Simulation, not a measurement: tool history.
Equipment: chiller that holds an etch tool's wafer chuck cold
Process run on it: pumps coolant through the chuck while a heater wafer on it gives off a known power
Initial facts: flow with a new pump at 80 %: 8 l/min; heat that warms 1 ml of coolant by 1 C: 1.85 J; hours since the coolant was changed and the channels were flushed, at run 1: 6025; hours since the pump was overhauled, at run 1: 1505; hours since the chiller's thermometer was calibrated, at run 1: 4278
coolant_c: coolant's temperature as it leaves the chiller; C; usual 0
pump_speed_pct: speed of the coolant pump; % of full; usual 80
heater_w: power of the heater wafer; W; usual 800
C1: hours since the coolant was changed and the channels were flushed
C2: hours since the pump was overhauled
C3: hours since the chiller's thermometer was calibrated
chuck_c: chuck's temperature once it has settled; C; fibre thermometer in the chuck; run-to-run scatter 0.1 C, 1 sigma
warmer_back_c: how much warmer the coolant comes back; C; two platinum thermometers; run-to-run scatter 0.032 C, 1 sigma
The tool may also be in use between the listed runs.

{"run": 1, "hour": 0.0, "coolant_c": 0, "pump_speed_pct": 80, "heater_w": 800, "C1": 6025, "C2": 1505, "C3": 4278, "chuck_c": 7.3, "warmer_back_c": 3.3}
{"run": 2, "hour": 44.7, "coolant_c": 0, "pump_speed_pct": 80, "heater_w": 800, "C1": 6070, "C2": 1550, "C3": 4322, "chuck_c": 6.8, "warmer_back_c": 3.32}
{"run": 3, "hour": 67.8, "coolant_c": 0, "pump_speed_pct": 61, "heater_w": 800, "C1": 6093, "C2": 1573, "C3": 4345, "chuck_c": 8.8, "warmer_back_c": 4.49}
{"run": 4, "hour": 118.3, "coolant_c": 0, "pump_speed_pct": 61, "heater_w": 800, "C1": 6144, "C2": 1623, "C3": 4396, "chuck_c": 9.1, "warmer_back_c": 4.48}
{"run": 5, "hour": 154.5, "coolant_c": 0, "pump_speed_pct": 61, "heater_w": 800, "C1": 6180, "C2": 1659, "C3": 4432, "chuck_c": 8.9, "warmer_back_c": 4.45}
{"run": 6, "hour": 193.7, "coolant_c": 0, "pump_speed_pct": 61, "heater_w": 800, "C1": 6219, "C2": 1699, "C3": 4471, "chuck_c": 8.9, "warmer_back_c": 4.46}
{"run": 7, "hour": 220.9, "coolant_c": 0, "pump_speed_pct": 61, "heater_w": 447, "C1": 6246, "C2": 1726, "C3": 4499, "chuck_c": 4.9, "warmer_back_c": 2.48}
{"run": 8, "hour": 261.3, "coolant_c": 0, "pump_speed_pct": 80, "heater_w": 800, "C1": 6287, "C2": 1766, "C3": 4539, "chuck_c": 7.2, "warmer_back_c": 3.35}
{"run": 9, "hour": 303.7, "coolant_c": 0, "pump_speed_pct": 80, "heater_w": 800, "C1": 6329, "C2": 1809, "C3": 4581, "chuck_c": 7.0, "warmer_back_c": 3.38}
{"run": 10, "hour": 330.2, "coolant_c": 0, "pump_speed_pct": 80, "heater_w": 800, "C1": 6356, "C2": 1835, "C3": 4608, "chuck_c": 7.2, "warmer_back_c": 3.38}
{"run": 11, "hour": 375.2, "coolant_c": 0, "pump_speed_pct": 80, "heater_w": 651, "C1": 6401, "C2": 1880, "C3": 4653, "chuck_c": 5.7, "warmer_back_c": 2.72}
{"run": 12, "hour": 414.7, "coolant_c": 0, "pump_speed_pct": 80, "heater_w": 651, "C1": 6440, "C2": 1920, "C3": 4692, "chuck_c": 5.8, "warmer_back_c": 2.71}
{"run": 13, "hour": 441.9, "coolant_c": 0, "pump_speed_pct": 80, "heater_w": 651, "C1": 6467, "C2": 1947, "C3": 4720, "chuck_c": 5.8, "warmer_back_c": 2.72}
{"run": 14, "hour": 491.1, "coolant_c": 0, "pump_speed_pct": 80, "heater_w": 651, "C1": 6517, "C2": 1996, "C3": 4769, "chuck_c": 5.9, "warmer_back_c": 2.72}
{"run": 15, "hour": 514.6, "coolant_c": 0, "pump_speed_pct": 87, "heater_w": 651, "C1": 6540, "C2": 2020, "C3": 4792, "chuck_c": 5.4, "warmer_back_c": 2.51}
{"run": 16, "hour": 547.6, "coolant_c": 0, "pump_speed_pct": 87, "heater_w": 651, "C1": 6573, "C2": 2052, "C3": 4825, "chuck_c": 5.3, "warmer_back_c": 2.52}
{"run": 17, "hour": 578.7, "coolant_c": 0, "pump_speed_pct": 87, "heater_w": 651, "C1": 6604, "C2": 2084, "C3": 4856, "chuck_c": 5.2, "warmer_back_c": 2.5}
{"run": 18, "hour": 628.8, "coolant_c": 0, "pump_speed_pct": 86, "heater_w": 685, "C1": 6654, "C2": 2134, "C3": 4906, "chuck_c": 5.6, "warmer_back_c": 2.67}
{"run": 19, "hour": 655.1, "coolant_c": 0, "pump_speed_pct": 86, "heater_w": 674, "C1": 6680, "C2": 2160, "C3": 4933, "chuck_c": 5.6, "warmer_back_c": 2.6}
{"run": 20, "hour": 678.2, "coolant_c": 9, "pump_speed_pct": 86, "heater_w": 674, "C1": 6704, "C2": 2183, "C3": 4956, "chuck_c": 14.5, "warmer_back_c": 2.62}
{"run": 21, "hour": 701.7, "coolant_c": -2, "pump_speed_pct": 66, "heater_w": 674, "C1": 6727, "C2": 2207, "C3": 4979, "chuck_c": 5.1, "warmer_back_c": 3.47}
{"run": 22, "hour": 747.9, "coolant_c": 7, "pump_speed_pct": 66, "heater_w": 709, "C1": 6773, "C2": 2253, "C3": 5025, "chuck_c": 14.3, "warmer_back_c": 3.71}
{"run": 23, "hour": 794.3, "coolant_c": 4, "pump_speed_pct": 69, "heater_w": 828, "C1": 6820, "C2": 2299, "C3": 5072, "chuck_c": 12.5, "warmer_back_c": 4.13}
{"run": 24, "hour": 839.0, "coolant_c": -5, "pump_speed_pct": 81, "heater_w": 965, "C1": 6864, "C2": 2344, "C3": 5117, "chuck_c": 3.7, "warmer_back_c": 4.01}
{"run": 25, "hour": 870.7, "coolant_c": 0, "pump_speed_pct": 98, "heater_w": 800, "C1": 6896, "C2": 2376, "C3": 5148, "chuck_c": 6.1, "warmer_back_c": 2.71}
{"run": 26, "hour": 897.9, "coolant_c": 4, "pump_speed_pct": 75, "heater_w": 617, "C1": 6923, "C2": 2403, "C3": 5176, "chuck_c": 9.7, "warmer_back_c": 2.8}

Expected results for the next run?
{"run": 27, "hour": 938.6, "coolant_c": 3, "pump_speed_pct": 99, "heater_w": 438, "C1": 6964, "C2": 2443, "C3": 5216, "chuck_c": "?", "warmer_back_c": "?"}

Logged for run 27: chuck_c 5.9 C, warmer_back_c 1.46 C.
Take away the tool's hidden state, keep the run-to-run variation as it was, and the same run would have given chuck_c 6.1 C, warmer_back_c 1.40 C.
